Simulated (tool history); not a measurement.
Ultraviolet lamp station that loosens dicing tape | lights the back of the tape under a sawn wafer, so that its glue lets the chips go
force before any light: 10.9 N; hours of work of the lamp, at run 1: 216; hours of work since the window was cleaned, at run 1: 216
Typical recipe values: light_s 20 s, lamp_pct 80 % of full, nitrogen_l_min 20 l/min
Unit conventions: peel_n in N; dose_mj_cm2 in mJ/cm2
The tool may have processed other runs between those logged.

run	day	light_s	lamp_pct	nitrogen_l_min	hours of work of the lamp	hours of work since the window was cleaned	peel_n	dose_mj_cm2
1	0	20	80	20	216	216	0.538	343
2	1.533	20	80	20	244	244	0.605	337
3	3.829	18	80	20	287	287	0.86	294
# day 5.346: window cleaned of glue's vapour
4	5.962	20	80	10	326	11	0.913	363
5	8.862	20	80	10	379	65	1.083	342
6	10.096	20	80	20	402	88	0.603	336
7	12.158	20	80	20	440	126	0.691	318
8	13.792	20	80	20	470	156	0.738	309
9	15.121	20	100	20	495	181	0.462	377
10	17.662	20	100	20	542	228	0.507	361
11	20.112	20	100	20	587	273	0.563	338
12	21.362	20	100	20	610	296	0.628	332
# day 22.412: window cleaned of glue's vapour
13	22.658	20	80	11	634	4	1.246	294
14	25.196	20	80	11	681	51	1.391	287
15	27.283	20	80	24	719	90	0.915	268
16	29.096	24	80	20	753	123	0.735	312
17	31.217	20	68	20	792	163	1.655	210
18	33.492	20	61	20	834	205	2.137	182
# day 33.938: lamp changed
19	35.454	20	85	20	28	240	0.38	413
20	37.617	22	85	20	68	280	0.329	440
21	38.983	22	85	20	93	305	0.362	421
# day 39.483: window cleaned of glue's vapour
22	41.492	20	91	38	139	37	0.213	456
23	42.846	20	83	12	164	62	0.579	398
24	45.333	38	80	30	210	108	0.141	708
25	48.204	38	80	30	263	161	0.139	673
26	50.588	38	80	30	307	205	0.133	642
27	53.096	38	80	30	354	251	0.148	615
28	55.179	38	80	30	392	290	0.158	594
# day 56.533: window cleaned of glue's vapour
29	56.688	28	80	13	420	3	0.347	490
30	59.571	28	80	13	473	56	0.393	466
31	62.421	13	80	13	526	109	2.244	205
32	64.196	20	97	20	558	142	0.486	367
33	66.592	20	97	20	603	186	0.551	350
34	69.129	18	93	20	649	233	0.89	286
35	71.012	12	80	31	684	267	2.208	160
36	72.992	21	80	20	721	304	1.06	263
# day 73.642: window cleaned of glue's vapour
37	74.567	18	80	15	750	17	1.364	257
38	77.442	18	62	19	803	70	2.112	190
# day 79.521: lamp changed
39	80.433	12	68	14	17	125	2.159	209
40	82.521	21	68	12	55	163	0.859	347
41	84.871	20	82	8	99	207	0.959	383
42	87.342	20	82	8	144	252	1.092	373

Alternative continuations, all from the tool just after run 42; predict every row:
A	89.029	20	85	28	176	284	?	?
B	89.029	20	80	20	176	284	?	?
C	89.029	20	77	36	176	284	?	?

run	peel_n	dose_mj_cm2
A	0.36	371
B	0.546	348
C	0.403	335
What these runs would have given with no unlogged condition in the tool:
run	peel_n	dose_mj_cm2
A	0.219	461
B	0.324	434
C	0.244	417
